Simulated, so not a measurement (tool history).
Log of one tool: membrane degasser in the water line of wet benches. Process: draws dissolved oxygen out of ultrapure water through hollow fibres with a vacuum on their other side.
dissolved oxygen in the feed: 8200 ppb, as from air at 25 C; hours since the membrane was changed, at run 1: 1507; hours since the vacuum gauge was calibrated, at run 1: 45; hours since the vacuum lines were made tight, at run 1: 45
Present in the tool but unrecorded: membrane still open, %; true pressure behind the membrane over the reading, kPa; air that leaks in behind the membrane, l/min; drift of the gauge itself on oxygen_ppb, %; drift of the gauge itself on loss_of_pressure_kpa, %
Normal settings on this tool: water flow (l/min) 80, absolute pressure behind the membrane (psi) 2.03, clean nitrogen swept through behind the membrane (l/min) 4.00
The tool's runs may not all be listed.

run	hour	water flow (l/min)	absolute pressure behind the membrane (psi)	clean nitrogen swept through behind the membrane (l/min)	hours since the membrane was changed	hours since the vacuum gauge was calibrated	hours since the vacuum lines were made tight	dissolved oxygen in the water behind the degasser (ppb)	pressure that the water loses in the fibres (psi)
1	0.0	80	2.03	4.00	1507	45	45	497.4	5.050
2	54.2	80	2.03	4.00	1561	99	99	498.3	4.981
3	104.9	80	2.03	4.00	1612	150	150	498.5	5.005
4	165.3	80	2.03	2.99	1672	210	210	621.9	5.007
5	228.2	80	2.03	2.99	1735	273	273	623.6	5.007
6	267.2	62	3.25	4.00	1774	312	312	647.0	3.902
7	309.9	80	2.73	10.96	1816	355	355	306.4	5.079
8	344.6	62	3.12	9.45	1851	390	390	298.2	3.867

The next listed run, before its measurement:
9	373.5	62	3.12	1.88	1880	419	419	?	?

{"run 9": {"dissolved oxygen in the water behind the degasser (ppb)": 1122.1, "pressure that the water loses in the fibres (psi)": 3.894}}
Without the tool's hidden state the same run would have given dissolved oxygen in the water behind the degasser (ppb) 1122.1, pressure that the water loses in the fibres (psi) 3.894.
